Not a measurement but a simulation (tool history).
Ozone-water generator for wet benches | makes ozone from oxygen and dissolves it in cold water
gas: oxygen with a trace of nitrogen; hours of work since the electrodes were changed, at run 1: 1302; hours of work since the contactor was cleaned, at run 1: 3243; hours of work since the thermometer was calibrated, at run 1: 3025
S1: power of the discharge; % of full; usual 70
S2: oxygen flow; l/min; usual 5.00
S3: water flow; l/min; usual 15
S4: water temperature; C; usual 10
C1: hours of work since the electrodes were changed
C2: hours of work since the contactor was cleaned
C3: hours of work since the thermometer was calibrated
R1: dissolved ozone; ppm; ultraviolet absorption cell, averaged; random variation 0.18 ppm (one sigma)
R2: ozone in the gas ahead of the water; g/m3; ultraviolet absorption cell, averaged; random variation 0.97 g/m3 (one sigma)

run	hour	S1	S2	S3	S4	C1	C2	C3	R1	R2
1	0.0	70	5.00	15	10	1302	3243	3025	25.7	165.0
2	41.1	70	5.00	15	10	1336	3277	3059	25.3	166.0
3	62.9	70	5.00	15	10	1354	3295	3077	25.5	165.9
4	83.0	70	5.00	15	10	1371	3311	3094	25.7	166.3
5	118.9	70	5.00	15	10	1400	3341	3123	25.6	166.2
6	139.8	70	5.00	15	10	1417	3358	3140	25.5	166.3
7	181.3	70	5.00	15	10	1452	3392	3175	25.2	165.0

Run 8 comes next. What will it give?
8	212.4	92	2.66	19	8	1477	3418	3200	?	?

Run 8 gave R1 28.1 ppm, R2 328.5 g/m3.
Without the tool's hidden state the same run would have given R1 28.1 ppm, R2 327.1 g/m3.

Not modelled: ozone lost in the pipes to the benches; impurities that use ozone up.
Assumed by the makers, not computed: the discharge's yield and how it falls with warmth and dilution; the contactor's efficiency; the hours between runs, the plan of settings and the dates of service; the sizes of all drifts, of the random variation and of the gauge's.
